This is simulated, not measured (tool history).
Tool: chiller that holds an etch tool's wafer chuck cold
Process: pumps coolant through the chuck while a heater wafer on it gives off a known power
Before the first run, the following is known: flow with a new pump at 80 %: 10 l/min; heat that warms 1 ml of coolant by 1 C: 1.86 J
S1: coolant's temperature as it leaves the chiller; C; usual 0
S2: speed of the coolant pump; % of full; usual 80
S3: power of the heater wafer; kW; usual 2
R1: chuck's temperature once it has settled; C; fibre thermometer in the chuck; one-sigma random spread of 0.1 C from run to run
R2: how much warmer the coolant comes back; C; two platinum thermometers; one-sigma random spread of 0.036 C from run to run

Run 1, hour 0: usual settings. Result: R1 22.7 C, R2 7.02 C.
Run 2, hour 104.9: usual settings. Result: R1 22.9 C, R2 6.95 C.
Run 3, hour 181.1: usual settings but S3 1.315 kW. Result: R1 14.9 C, R2 4.56 C.
Run 4, hour 285.8: usual settings but S3 1.315 kW. Result: R1 14.9 C, R2 4.58 C.
Run 5, hour 378.3: usual settings but S3 1.315 kW. Result: R1 15.1 C, R2 4.62 C.
Run 6, hour 479.8: usual settings but S2 74 % of full. Result: R1 24.4 C, R2 7.64 C.
Run 7, hour 602: usual settings but S2 74 % of full. Result: R1 24.5 C, R2 7.67 C.
Run 8, hour 662.5: usual settings but S1 -7 C, S3 1.336 kW. Result: R1 8.2 C, R2 4.73 C.
Run 9, hour 739.6: usual settings but S1 -7 C, S3 1.02 kW. Result: R1 5 C, R2 3.58 C.
Run 10, hour 797.4: usual settings but S1 -7 C, S3 1.02 kW. Result: R1 4.7 C, R2 3.57 C.
Run 11, hour 879.8: usual settings but S1 6 C, S2 63 % of full, S3 1.02 kW. Result: R1 20.3 C, R2 4.71 C.
At hour 931.5: coolant changed, channels flushed.
Run 12, hour 981.5: usual settings but S2 94 % of full, S3 1.533 kW. Result: R1 14.3 C, R2 4.52 C.
Run 13, hour 1091.6: usual settings but S1 -9 C, S2 75 % of full, S3 1.533 kW. Result: R1 8 C, R2 5.87 C.
Run 14, hour 1178.9: usual settings but S1 -9 C, S2 75 % of full, S3 1.533 kW. Result: R1 8 C, R2 5.87 C.

Here are 5 independent what-if runs from the current tool condition. What would each one return?
Run A, hour 1254.5: usual settings but S1 -9 C, S2 66 % of full, S3 1.533 kW. Result: R1 ?, R2 ?.
Run B, hour 1254.5: usual settings but S1 -9 C, S2 75 % of full, S3 2.118 kW. Result: R1 ?, R2 ?.
Run C, hour 1254.5: usual settings but S1 9 C, S2 97 % of full, S3 1.542 kW. Result: R1 ?, R2 ?.
Run D, hour 1254.5: usual settings but S1 -1 C, S2 73 % of full, S3 2.408 kW. Result: R1 ?, R2 ?.
Run E, hour 1254.5: usual settings but S1 -9 C, S2 84 % of full, S3 1.189 kW. Result: R1 ?, R2 ?.

run    R1    R2
  A  10.1  6.79
  B  14.7  8.09
  C    23  4.39
  D  26.3  9.49
  E   3.1  3.98
With the hidden condition removed and each run's random variation left untouched, the same runs would have given:
run    R1    R2
  A   8.7  6.12
  B  12.9  7.29
  C    22  3.96
  D  24.2  8.55
  E   2.2  3.59
